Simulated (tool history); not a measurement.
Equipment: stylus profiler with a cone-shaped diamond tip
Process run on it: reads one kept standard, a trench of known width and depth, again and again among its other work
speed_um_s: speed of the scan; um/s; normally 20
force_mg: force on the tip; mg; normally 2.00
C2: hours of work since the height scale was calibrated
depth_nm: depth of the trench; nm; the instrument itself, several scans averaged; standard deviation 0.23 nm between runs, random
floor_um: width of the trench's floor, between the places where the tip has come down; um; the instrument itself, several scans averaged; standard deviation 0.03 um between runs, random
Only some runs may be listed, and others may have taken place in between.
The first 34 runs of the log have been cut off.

Run 35, day 56.875: usual settings but speed_um_s 6 um/s, force_mg 1.77 mg; scans with this tip 5635; C2 977. Result: depth_nm 1012.63 nm, floor_um 26.51 um.
Run 36, day 58.646: usual settings but speed_um_s 9 um/s, force_mg 2.83 mg; scans with this tip 5747; C2 996. Result: depth_nm 1016.79 nm, floor_um 26.53 um.
Run 37, day 60.362: usual settings but speed_um_s 9 um/s, force_mg 2.83 mg; scans with this tip 5855; C2 1015. Result: depth_nm 1016.71 nm, floor_um 26.54 um.
Run 38, day 62.121: usual settings but speed_um_s 9 um/s, force_mg 2.83 mg; scans with this tip 5966; C2 1034. Result: depth_nm 1017.32 nm, floor_um 26.48 um.
Run 39, day 63.246: usual settings but speed_um_s 11 um/s; scans with this tip 6038; C2 1047. Result: depth_nm 1013.70 nm, floor_um 26.48 um.
Run 40, day 65.192: usual settings but speed_um_s 14 um/s, force_mg 2.27 mg; scans with this tip 6161; C2 1068. Result: depth_nm 1015.01 nm, floor_um 26.51 um.
Run 41, day 67.275: usual settings but force_mg 2.13 mg; scans with this tip 6292; C2 1091. Result: depth_nm 1014.55 nm, floor_um 26.46 um.
Run 42, day 69.354: usual settings but speed_um_s 17 um/s, force_mg 0.81 mg; scans with this tip 6424; C2 1114. Result: depth_nm 1007.20 nm, floor_um 26.40 um.
Run 43, day 71.271: usual settings but speed_um_s 17 um/s, force_mg 0.81 mg; scans with this tip 6545; C2 1135. Result: depth_nm 1007.61 nm, floor_um 26.41 um.
Run 44, day 73.254: usual settings but speed_um_s 8 um/s, force_mg 4.58 mg; scans with this tip 6670; C2 1157. Result: depth_nm 1023.31 nm, floor_um 26.52 um.
Run 45, day 75.067: usual settings but speed_um_s 7 um/s, force_mg 5.33 mg; scans with this tip 6785; C2 1176. Result: depth_nm 1026.60 nm, floor_um 26.48 um.
Run 46, day 76.458: usual settings but speed_um_s 23 um/s, force_mg 5.36 mg; scans with this tip 6873; C2 1192. Result: depth_nm 1026.08 nm, floor_um 26.43 um.
Run 47, day 78.779: usual settings but speed_um_s 23 um/s, force_mg 5.36 mg; scans with this tip 7019; C2 1217. Result: depth_nm 1026.70 nm, floor_um 26.48 um.

4 options for the next run, each taken on its own from the tool as it stands now. Forecast them:
Run A, day 80.388: usual settings but speed_um_s 49 um/s, force_mg 4.20 mg; scans with this tip 7121; C2 1235. Result: depth_nm ?, floor_um ?.
Run B, day 80.388: usual settings but force_mg 5.66 mg; scans with this tip 7121; C2 1235. Result: depth_nm ?, floor_um ?.
Run C, day 80.388: usual settings but force_mg 2.96 mg; scans with this tip 7121; C2 1235. Result: depth_nm ?, floor_um ?.
Run D, day 80.388: usual settings but speed_um_s 33 um/s; scans with this tip 7121; C2 1235. Result: depth_nm ?, floor_um ?.

run  depth_nm  floor_um
  A   1022.76     26.38
  B   1027.63     26.50
  C   1017.42     26.45
  D   1013.24     26.40
Take away the tool's hidden state, keep each run's random variation, and the runs would have read:
run  depth_nm  floor_um
  A   1022.73     26.39
  B   1027.60     26.50
  C   1017.39     26.45
  D   1013.21     26.40

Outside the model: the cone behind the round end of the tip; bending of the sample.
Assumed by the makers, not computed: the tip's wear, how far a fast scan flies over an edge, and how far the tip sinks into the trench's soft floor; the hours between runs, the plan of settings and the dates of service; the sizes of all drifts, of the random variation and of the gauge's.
